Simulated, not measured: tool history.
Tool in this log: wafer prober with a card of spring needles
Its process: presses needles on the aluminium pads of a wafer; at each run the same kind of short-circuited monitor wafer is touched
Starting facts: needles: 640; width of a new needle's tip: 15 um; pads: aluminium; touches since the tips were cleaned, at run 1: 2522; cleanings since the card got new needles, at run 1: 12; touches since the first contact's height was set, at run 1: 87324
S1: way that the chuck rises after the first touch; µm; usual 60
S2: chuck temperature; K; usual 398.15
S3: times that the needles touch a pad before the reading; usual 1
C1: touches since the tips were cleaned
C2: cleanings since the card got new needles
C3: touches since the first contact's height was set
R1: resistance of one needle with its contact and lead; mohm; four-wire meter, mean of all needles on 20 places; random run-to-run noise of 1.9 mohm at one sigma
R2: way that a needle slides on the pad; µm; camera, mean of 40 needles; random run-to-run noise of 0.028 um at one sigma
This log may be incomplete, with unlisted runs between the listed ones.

| run | hour | S1 | S2 | S3 | C1 | C2 | C3 | R1 | R2 |
|---|---|---|---|---|---|---|---|---|---|
| 1 | 0.0 | 60 | 398.15 | 1 | 2522 | 12 | 87324 | 278 | 9.38 |
|  | 11.2 | tips cleaned on abrasive film |
| 2 | 14.4 | 60 | 398.15 | 1 | 1292 | 13 | 93042 | 277 | 9.32 |
| 3 | 21.9 | 60 | 398.15 | 1 | 4272 | 13 | 96022 | 280 | 9.35 |
|  | 27.7 | tips cleaned on abrasive film |
| 4 | 32.4 | 60 | 398.15 | 1 | 1909 | 14 | 100211 | 278 | 9.33 |
|  | 44.3 | tips cleaned on abrasive film |
| 5 | 49.9 | 60 | 398.15 | 2 | 2233 | 15 | 107148 | 277 | 9.33 |
| 6 | 59.8 | 60 | 398.15 | 2 | 6203 | 15 | 111118 | 278 | 9.38 |
|  | 61.5 | tips cleaned on abrasive film |
| 7 | 72.5 | 60 | 398.15 | 2 | 4359 | 16 | 116116 | 277 | 9.31 |
|  | 79.2 | tips cleaned on abrasive film |
| 8 | 83.4 | 41 | 398.15 | 1 | 1659 | 17 | 120440 | 295 | 6.31 |
|  | 96.7 | tips cleaned on abrasive film |
| 9 | 100.2 | 60 | 398.15 | 1 | 1374 | 18 | 127107 | 274 | 9.29 |
| 10 | 110.0 | 60 | 398.15 | 1 | 5306 | 18 | 131039 | 285 | 9.28 |
|  | 113.0 | tips cleaned on abrasive film |
| 11 | 119.3 | 46 | 303.15 | 1 | 2515 | 19 | 134706 | 264 | 7.08 |
| 12 | 127.7 | 56 | 304.15 | 1 | 5868 | 19 | 138059 | 267 | 8.60 |
|  | 129.7 | tips cleaned on abrasive film |
| 13 | 142.6 | 45 | 304.15 | 2 | 5176 | 20 | 143993 | 262 | 6.86 |
|  | 146.6 | tips cleaned on abrasive film |
| 14 | 160.2 | 45 | 304.15 | 2 | 5438 | 21 | 150967 | 265 | 6.80 |
|  | 162.7 | tips cleaned on abrasive film |
| 15 | 170.7 | 44 | 323.15 | 1 | 3199 | 22 | 155128 | 275 | 6.66 |
|  | 179.0 | tips cleaned on abrasive film |
| 16 | 179.0 | 60 | 324.15 | 1 | 0 | 23 | 158428 | 254 | 9.22 |
| 17 | 194.2 | 68 | 338.15 | 1 | 6058 | 23 | 164486 | 271 | 10.50 |
|  | 195.3 | tips cleaned on abrasive film |
| 18 | 210.6 | 46 | 367.15 | 1 | 6114 | 24 | 171002 | 296 | 6.95 |
|  | 212.3 | tips cleaned on abrasive film |
| 19 | 221.5 | 46 | 367.15 | 1 | 3675 | 25 | 175318 | 290 | 6.98 |

Hidden condition of the tool, last listed run before each entry between runs versus first listed run after:
Between runs 1 and 2: tips cleaned on abrasive film (hour 11.2)
  debris on the tips, nm: 57.7 -> 35.2; way that the needles fall short of the set height, um: 1.21 -> 1.33; tips' diameter, um: 15.42 -> 15.46
  measured less the result without the state, R1: +11 -> +6 mohm; R2: -0.19 -> -0.22 µm
Between runs 3 and 4: tips cleaned on abrasive film (hour 27.7)
  debris on the tips, nm: 76.9 -> 47.3; way that the needles fall short of the set height, um: 1.33 -> 1.41; tips' diameter, um: 15.46 -> 15.49
  measured less the result without the state, R1: +13 -> +9 mohm; R2: -0.21 -> -0.23 µm
Between runs 4 and 5: tips cleaned on abrasive film (hour 44.3)
  debris on the tips, nm: 47.3 -> 46.4; way that the needles fall short of the set height, um: 1.41 -> 1.49; tips' diameter, um: 15.49 -> 15.52
  measured less the result without the state, R1: +9 -> +5 mohm; R2: -0.23 -> -0.24 µm
Between runs 6 and 7: tips cleaned on abrasive film (hour 61.5)
  debris on the tips, nm: 92.1 -> 79.3; way that the needles fall short of the set height, um: 1.49 -> 1.58; tips' diameter, um: 15.52 -> 15.55
  measured less the result without the state, R1: +10 -> +9 mohm; R2: -0.24 -> -0.26 µm
Between runs 7 and 8: tips cleaned on abrasive film (hour 79.2)
  debris on the tips, nm: 79.3 -> 49.3; way that the needles fall short of the set height, um: 1.58 -> 1.69; tips' diameter, um: 15.55 -> 15.59
  measured less the result without the state, R1: +9 -> +17 mohm; R2: -0.26 -> -0.27 µm
Between runs 8 and 9: tips cleaned on abrasive film (hour 96.7)
  debris on the tips, nm: 49.3 -> 38.3; way that the needles fall short of the set height, um: 1.69 -> 1.77; tips' diameter, um: 15.59 -> 15.62
  measured less the result without the state, R1: +17 -> +8 mohm; R2: -0.27 -> -0.28 µm
Between runs 10 and 11: tips cleaned on abrasive film (hour 113.0)
  debris on the tips, nm: 85.3 -> 57.9; way that the needles fall short of the set height, um: 1.77 -> 1.87; tips' diameter, um: 15.62 -> 15.65
  measured less the result without the state, R1: +16 -> +19 mohm; R2: -0.28 -> -0.29 µm
Between runs 12 and 13: tips cleaned on abrasive film (hour 129.7)
  debris on the tips, nm: 93.5 -> 86.8; way that the needles fall short of the set height, um: 1.87 -> 1.98; tips' diameter, um: 15.65 -> 15.69
  measured less the result without the state, R1: +22 -> +18 mohm; R2: -0.30 -> -0.32 µm
Between runs 13 and 14: tips cleaned on abrasive film (hour 146.6)
  debris on the tips, nm: 86.8 -> 87.9; way that the needles fall short of the set height, um: 1.98 -> 2.08; tips' diameter, um: 15.69 -> 15.73
  measured less the result without the state, R1: +18 -> +18 mohm; R2: -0.32 -> -0.33 µm
Between runs 14 and 15: tips cleaned on abrasive film (hour 162.7)
  debris on the tips, nm: 87.9 -> 60.3; way that the needles fall short of the set height, um: 2.08 -> 2.15; tips' diameter, um: 15.73 -> 15.75
  measured less the result without the state, R1: +18 -> +21 mohm; R2: -0.33 -> -0.34 µm
Between runs 15 and 16: tips cleaned on abrasive film (hour 179.0)
  debris on the tips, nm: 60.3 -> 8.9; way that the needles fall short of the set height, um: 2.15 -> 2.24; tips' diameter, um: 15.75 -> 15.78
  measured less the result without the state, R1: +21 -> +3 mohm; R2: -0.34 -> -0.35 µm
Between runs 17 and 18: tips cleaned on abrasive film (hour 195.3)
  debris on the tips, nm: 93.6 -> 93.4; way that the needles fall short of the set height, um: 2.24 -> 2.33; tips' diameter, um: 15.78 -> 15.82
  measured less the result without the state, R1: +16 -> +29 mohm; R2: -0.35 -> -0.37 µm
Between runs 18 and 19: tips cleaned on abrasive film (hour 212.3)
  debris on the tips, nm: 93.4 -> 69.3; way that the needles fall short of the set height, um: 2.33 -> 2.44; tips' diameter, um: 15.82 -> 15.85
  measured less the result without the state, R1: +29 -> +22 mohm; R2: -0.37 -> -0.39 µm

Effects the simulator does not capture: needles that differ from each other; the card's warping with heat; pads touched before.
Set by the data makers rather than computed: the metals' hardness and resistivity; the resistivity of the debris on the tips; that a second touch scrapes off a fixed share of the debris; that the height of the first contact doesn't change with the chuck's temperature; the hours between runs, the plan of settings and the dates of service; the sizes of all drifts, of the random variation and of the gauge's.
